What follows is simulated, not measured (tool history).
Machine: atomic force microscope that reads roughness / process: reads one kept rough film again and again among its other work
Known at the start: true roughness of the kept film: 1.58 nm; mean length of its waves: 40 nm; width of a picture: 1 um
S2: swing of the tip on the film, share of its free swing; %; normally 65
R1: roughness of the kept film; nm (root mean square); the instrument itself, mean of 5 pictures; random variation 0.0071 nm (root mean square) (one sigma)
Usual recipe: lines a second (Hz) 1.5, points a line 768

{"run": 1, "day": 0.0, "lines a second (Hz)": 1.5, "S2": 65, "points a line": 768, "R1": 1.279}
{"day": 0.196, "done": "new tip fitted"}
{"run": 2, "day": 2.142, "lines a second (Hz)": 1.5, "S2": 65, "points a line": 768, "R1": 1.328}
{"day": 2.983, "done": "new tip fitted"}
{"run": 3, "day": 5.046, "lines a second (Hz)": 1.5, "S2": 65, "points a line": 768, "R1": 1.338}
{"day": 5.7, "done": "new tip fitted"}
{"run": 4, "day": 7.625, "lines a second (Hz)": 1.5, "S2": 65, "points a line": 768, "R1": 1.322}
{"day": 8.467, "done": "new tip fitted"}
{"run": 5, "day": 9.379, "lines a second (Hz)": 1.83, "S2": 65, "points a line": 768, "R1": 1.39}
{"day": 11.25, "done": "new tip fitted"}
{"run": 6, "day": 11.8, "lines a second (Hz)": 1.83, "S2": 65, "points a line": 768, "R1": 1.42}
{"day": 13.875, "done": "new tip fitted"}
{"run": 7, "day": 13.875, "lines a second (Hz)": 1.83, "S2": 65, "points a line": 768, "R1": 1.461}
{"day": 16.575, "done": "new tip fitted"}
{"run": 8, "day": 17.046, "lines a second (Hz)": 1.16, "S2": 77, "points a line": 323, "R1": 1.389}
{"run": 9, "day": 18.533, "lines a second (Hz)": 1.16, "S2": 77, "points a line": 323, "R1": 1.316}
{"day": 19.225, "done": "new tip fitted"}
{"run": 10, "day": 21.45, "lines a second (Hz)": 3.61, "S2": 65, "points a line": 768, "R1": 1.254}
{"day": 21.954, "done": "new tip fitted"}
{"run": 11, "day": 23.646, "lines a second (Hz)": 0.77, "S2": 72, "points a line": 483, "R1": 1.358}
{"day": 24.729, "done": "new tip fitted"}
{"run": 12, "day": 26.946, "lines a second (Hz)": 1.96, "S2": 65, "points a line": 768, "R1": 1.308}
{"day": 27.446, "done": "new tip fitted"}
{"run": 13, "day": 29.912, "lines a second (Hz)": 1.9, "S2": 76, "points a line": 308, "R1": 1.237}
{"day": 30.196, "done": "new tip fitted"}
{"run": 14, "day": 31.583, "lines a second (Hz)": 1.43, "S2": 76, "points a line": 308, "R1": 1.32}

Per-run results on a tool with no hidden state, each run keeping its own random variation:
Hidden state present: radius of the tip, nm; height scale over the true one, %; drift of the gauge itself on roughness_nm, %.
run=1 R1=1.446
run=2 R1=1.458
run=3 R1=1.452
run=4 R1=1.446
run=5 R1=1.431
run=6 R1=1.434
run=7 R1=1.437
run=8 R1=1.407
run=9 R1=1.423
run=10 R1=1.373
run=11 R1=1.458
run=12 R1=1.43
run=13 R1=1.364
run=14 R1=1.39
